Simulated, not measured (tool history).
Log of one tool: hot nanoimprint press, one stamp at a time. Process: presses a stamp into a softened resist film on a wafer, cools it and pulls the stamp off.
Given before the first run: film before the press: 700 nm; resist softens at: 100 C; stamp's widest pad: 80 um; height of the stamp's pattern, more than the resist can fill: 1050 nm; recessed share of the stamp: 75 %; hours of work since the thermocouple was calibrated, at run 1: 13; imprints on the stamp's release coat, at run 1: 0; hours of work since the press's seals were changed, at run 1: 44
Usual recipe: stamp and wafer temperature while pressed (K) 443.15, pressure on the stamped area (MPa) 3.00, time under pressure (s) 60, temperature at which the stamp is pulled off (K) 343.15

run     day  stamp and wafer temperature while pressed (K)  pressure on the stamped area (MPa)  time under pressure (s)  temperature at which the stamp is pulled off (K)  hours of work since the thermocouple was calibrated  imprints on the stamp's release coat  hours of work since the press's seals were changed  resist left under the stamp's widest pad (angstrom)  greatest force while the stamp is pulled off (N)
  1   0.000                                         443.15                                3.00                       60                                            343.15                                                   13                                     0                                                  44                                                 3879                                                93
  2   3.588                                         443.15                                3.00                       60                                            343.15                                                   48                                   150                                                  79                                                 3872                                               102
  3   7.700                                         443.15                                3.00                       60                                            343.15                                                   87                                   321                                                 119                                                 3868                                               106
  4  11.271                                         443.15                                3.00                       60                                            343.15                                                  122                                   471                                                 154                                                 3840                                               112
     13.538  -- stamp cleaned and given a new release coat
  5  14.567                                         443.15                                1.86                       60                                            343.15                                                  152                                    43                                                 183                                                 4496                                                96
  6  17.542                                         443.15                                1.86                       60                                            343.15                                                  180                                   167                                                 212                                                 4499                                               100
  7  20.338                                         443.15                                3.96                       60                                            343.15                                                  208                                   284                                                 239                                                 3454                                               104
  8  24.350                                         443.15                                3.00                       60                                            343.15                                                  246                                   452                                                 278                                                 3822                                               108
     26.929  -- stamp cleaned and given a new release coat
  9  27.146                                         443.15                                3.00                       60                                            343.15                                                  271                                     9                                                 303                                                 3800                                                94
     30.938  -- plate thermocouple calibrated
 10  31.538                                         443.15                                3.00                       47                                            343.15                                                    6                                   187                                                 344                                                 4056                                                99
 11  35.771                                         443.15                                3.00                       47                                            343.15                                                   47                                   364                                                 385                                                 4037                                               107
 12  39.308                                         443.15                                3.00                       47                                            343.15                                                   81                                   511                                                 419                                                 4006                                               113
     40.458  -- stamp cleaned and given a new release coat
 13  42.488                                         443.15                                3.00                       47                                            343.15                                                  110                                    85                                                 448                                                 4041                                                98
     43.467  -- plate thermocouple calibrated, once more
 14  46.017                                         443.15                                3.00                       60                                            343.15                                                   25                                   227                                                 481                                                 3937                                               104
 15  49.546                                         443.15                                3.00                       60                                            343.15                                                   59                                   375                                                 515                                                 3916                                               112
 16  52.425                                         443.15                                3.00                       60                                            343.15                                                   87                                   495                                                 543                                                 3920                                               112
     54.117  -- stamp cleaned and given a new release coat
 17  55.333                                         451.15                                3.84                       39                                            343.15                                                  113                                    51                                                 569                                                 2780                                                97
 18  57.775                                         451.15                                3.84                       39                                            343.15                                                  136                                   153                                                 592                                                 2770                                               101
 19  61.029                                         451.15                                3.84                       39                                            343.15                                                  168                                   289                                                 624                                                 2770                                               104
 20  65.258                                         451.15                                3.84                       39                                            343.15                                                  209                                   465                                                 665                                                 2757                                               110
     67.542  -- stamp cleaned and given a new release coat
 21  67.954                                         443.15                                3.00                       47                                            334.15                                                  232                                    17                                                 689                                                 4194                                               106
 22  71.700                                         443.15                                3.54                      118                                            343.15                                                  269                                   174                                                 725                                                 2798                                                99
 23  74.879                                         447.15                                2.34                       59                                            341.15                                                  300                                   307                                                 756                                                 3478                                               107
     75.654  -- plate thermocouple calibrated
 24  77.379                                         447.15                                2.34                       59                                            341.15                                                   17                                   406                                                 779                                                 3642                                               114
 25  80.083                                         443.15                                3.00                       60                                            350.15                                                   43                                   519                                                 805                                                 4024                                               106
     81.054  -- stamp cleaned and given a new release coat
 26  82.483                                         450.15                                2.64                       31                                            340.15                                                   64                                    60                                                 826                                                 3816                                               100
 27  84.258                                         450.15                                2.64                       31                                            340.15                                                   81                                   134                                                 843                                                 3804                                               106
 28  87.092                                         454.15                                4.13                       73                                            341.15                                                  108                                   252                                                 870                                                 1794                                               107
 29  89.529                                         443.15                                1.82                       60                                            343.15                                                  132                                   354                                                 894                                                 4649                                               106
 30  93.067                                         436.15                                4.15                       49                                            333.15                                                  166                                   502                                                 928                                                 5181                                               129
     94.592  -- stamp cleaned and given a new release coat
 31  95.254                                         436.15                                4.15                       49                                            333.15                                                  185                                    28                                                 947                                                 5185                                               107

3 ways to go on from here, each from the tool as it stands after run 31. What would each give?
  A  98.696                                         436.15                                2.03                       49                                            333.15                                                  218                                   171                                                 981                                                    ?                                                 ?
  B  98.696                                         454.15                                4.45                       52                                            343.15                                                  218                                   171                                                 981                                                    ?                                                 ?
  C  98.696                                         443.15                                2.62                       65                                            334.15                                                  218                                   171                                                 981                                                    ?                                                 ?

run  resist left under the stamp's widest pad (angstrom)  greatest force while the stamp is pulled off (N)
  A                                                 5884                                               113
  B                                                 2011                                               102
  C                                                 4041                                               112
With the hidden condition removed and each run's random variation left untouched, the same runs would have given:
run  resist left under the stamp's widest pad (angstrom)  greatest force while the stamp is pulled off (N)
  A                                                 5868                                               106
  B                                                 1942                                                96
  C                                                 3996                                               106
